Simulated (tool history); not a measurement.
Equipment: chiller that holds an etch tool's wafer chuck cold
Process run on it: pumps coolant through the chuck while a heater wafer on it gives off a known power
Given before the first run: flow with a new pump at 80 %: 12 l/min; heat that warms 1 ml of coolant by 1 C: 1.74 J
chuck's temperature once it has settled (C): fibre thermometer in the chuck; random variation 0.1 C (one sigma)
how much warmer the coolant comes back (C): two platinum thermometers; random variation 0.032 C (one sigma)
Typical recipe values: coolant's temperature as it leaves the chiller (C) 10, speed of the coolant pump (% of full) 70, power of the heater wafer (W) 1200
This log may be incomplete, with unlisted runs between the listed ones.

run    hour  coolant's temperature as it leaves the chiller (C)  speed of the coolant pump (% of full)  power of the heater wafer (W)  chuck's temperature once it has settled (C)  how much warmer the coolant comes back (C)
  1       0                                                  10                                     70                           1200                                         18.2                                        4.02
  2   163.8                                                  10                                     68                           1200                                         18.8                                        4.09
  3   241.2                                                  10                                     68                           1200                                         18.7                                         4.1
  4   380.4                                                  10                                     68                           1200                                         18.6                                        4.08
  5   542.7                                                  10                                     68                           1200                                         18.5                                        4.09
  6   729.9                                                  10                                     70                            768                                         15.3                                        2.55
  7   818.3                                                  10                                     70                           1200                                         18.3                                        3.95
  8   935.2                                                   8                                     70                           1200                                         16.6                                           4
  9  1037.1                                                   8                                     70                           1200                                         16.3                                        3.96
 10  1141.1                                                  10                                     70                           1200                                         18.5                                           4
 11  1251.9                                                  10                                     70                           1200                                         18.5                                        3.93
     1376.6  -- coolant changed, channels flushed
 12  1415.4                                                  10                                     70                           1783                                         22.3                                        5.87
 13  1552.4                                                  16                                     70                           1200                                         24.5                                         3.9
 14    1684                                                  10                                     75                           1200                                         17.9                                        3.73
 15    1868                                                  10                                     75                           1200                                           18                                         3.7
 16  2001.6                                                  10                                     75                           1200                                         17.8                                        3.71
     2030.2  -- chiller's thermometer calibrated
 17  2138.3                                                  10                                     75                           1200                                         18.1                                        3.69
 18  2273.9                                                  10                                     75                           1200                                           18                                        3.68
 19    2422                                                  11                                     72                           1196                                         19.2                                        3.86
 20  2551.5                                                  19                                     89                            707                                         23.1                                        1.79
 21    2672                                                  19                                     74                            806                                         24.3                                        2.53
 22    2758                                                  10                                     77                            967                                         16.4                                        2.93
 23  2884.6                                                  11                                     64                           1130                                         19.5                                        4.11
 24  2982.5                                                   1                                     70                           1200                                          9.3                                        3.97
 25  3119.5                                                   1                                     70                           1044                                          8.4                                        3.52
 26  3260.9                                                   1                                     70                           1044                                          8.3                                        3.44
 27  3360.3                                                   4                                     80                           1200                                         11.5                                        3.49
 28    3546                                                   4                                     80                           1055                                         10.6                                        3.02
 29  3693.5                                                  10                                     70                           1279                                         18.9                                         4.2
     3764.3  -- coolant pump overhauled
 30  3776.5                                                  10                                     70                           1279                                           19                                        4.24
 31  3934.8                                                  10                                     70                           1279                                         18.8                                        4.18
 32  4038.5                                                  10                                     71                            665                                         14.7                                        2.16

Alternative continuations, all from the tool just after run 32; predict every row:
  A  4139.3                                                  20                                     84                            751                                            ?                                           ?
  B  4139.3                                                  10                                     72                           1200                                            ?                                           ?
  C  4139.3                                                  10                                     94                           1200                                            ?                                           ?

run  chuck's temperature once it has settled (C)  how much warmer the coolant comes back (C)
  A                                         24.6                                        2.09
  B                                         18.4                                        3.84
  C                                         16.5                                        2.89
Without the tool's hidden state the same runs would have given:
run  chuck's temperature once it has settled (C)  how much warmer the coolant comes back (C)
  A                                         24.5                                        2.09
  B                                         18.4                                        3.84
  C                                         16.5                                        2.89
